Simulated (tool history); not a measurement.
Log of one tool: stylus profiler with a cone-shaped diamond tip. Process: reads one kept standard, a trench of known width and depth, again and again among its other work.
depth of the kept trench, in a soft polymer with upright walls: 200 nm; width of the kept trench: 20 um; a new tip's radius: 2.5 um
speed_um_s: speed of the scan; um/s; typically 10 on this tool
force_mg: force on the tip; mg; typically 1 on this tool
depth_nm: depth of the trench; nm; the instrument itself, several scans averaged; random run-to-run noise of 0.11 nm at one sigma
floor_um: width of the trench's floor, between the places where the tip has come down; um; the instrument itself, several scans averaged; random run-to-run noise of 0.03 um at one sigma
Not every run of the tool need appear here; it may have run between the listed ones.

run,day,speed_um_s,force_mg,depth_nm,floor_um
1,0,10,1,199.93,17.12
2,2.829,10,1,199.91,17.03
3,5.246,10,0.8,199.79,17.02
4,7.554,10,0.8,199.71,16.94
5,10.642,10,1.12,199.9,16.93
# day 11.858: height scale calibrated on a step standard
6,13.908,10,1,199.56,16.91
7,17.375,10,1,199.32,16.85
8,19.879,5,2.89,200.27,16.87
# day 20.142: height scale calibrated on a step standard, once more
9,22.817,29,2.89,201.82,16.75
10,24.638,9,0.47,200.44,16.76
11,28.692,9,0.47,200.28,16.75
12,30.871,9,0.47,200.31,16.77
13,34.262,15,2.24,201.39,16.7
14,36.721,15,2.24,201.29,16.7

Consider 4 possible next runs. They are alternatives, not a sequence: every one starts from the tool as it was left by run 14. What does each give?
A,38.388,33,0.35,?,?
B,38.388,24,0.43,?,?
C,38.388,15,1.1,?,?
D,38.388,25,2.17,?,?

run,depth_nm,floor_um
A,200.05,16.39
B,200.2,16.5
C,200.65,16.67
D,201.32,16.64
Without the tool's unlogged condition, the same runs would have read:
run,depth_nm,floor_um
A,200.37,17.69
B,200.53,17.81
C,200.98,17.97
D,201.65,17.94
